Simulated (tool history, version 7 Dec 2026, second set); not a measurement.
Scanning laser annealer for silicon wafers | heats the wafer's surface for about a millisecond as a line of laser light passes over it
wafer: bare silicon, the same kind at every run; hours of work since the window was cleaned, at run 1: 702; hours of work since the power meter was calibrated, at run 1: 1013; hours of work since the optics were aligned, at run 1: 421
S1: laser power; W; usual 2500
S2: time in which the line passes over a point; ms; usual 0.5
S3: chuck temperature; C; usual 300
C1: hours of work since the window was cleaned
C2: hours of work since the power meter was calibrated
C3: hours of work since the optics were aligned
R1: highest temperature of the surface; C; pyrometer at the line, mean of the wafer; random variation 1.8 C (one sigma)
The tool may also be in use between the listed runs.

Run 1, day 0.000: usual settings; C1 702; C2 1013; C3 421. Result: R1 1014 C.
Run 2, day 1.629: usual settings; C1 723; C2 1033; C3 442. Result: R1 1014 C.
Run 3, day 3.204: usual settings; C1 743; C2 1053; C3 462. Result: R1 1012 C.
Run 4, day 4.229: usual settings; C1 756; C2 1066; C3 475. Result: R1 1013 C.
Run 5, day 5.692: usual settings; C1 774; C2 1084; C3 493. Result: R1 1009 C.
Run 6, day 7.300: usual settings; C1 794; C2 1105; C3 513. Result: R1 1012 C.
Run 7, day 8.729: usual settings; C1 812; C2 1123; C3 531. Result: R1 1008 C.

The next listed run, before its measurement:
At day 8.925: window over the wafer cleaned.
Run 8, day 10.146: usual settings but S1 2255 W, S3 294 C; C1 15; C2 1140; C3 548. Result: R1 ?.

R1: 921 C
Without the tool's hidden state the same run would have given R1 969 C.

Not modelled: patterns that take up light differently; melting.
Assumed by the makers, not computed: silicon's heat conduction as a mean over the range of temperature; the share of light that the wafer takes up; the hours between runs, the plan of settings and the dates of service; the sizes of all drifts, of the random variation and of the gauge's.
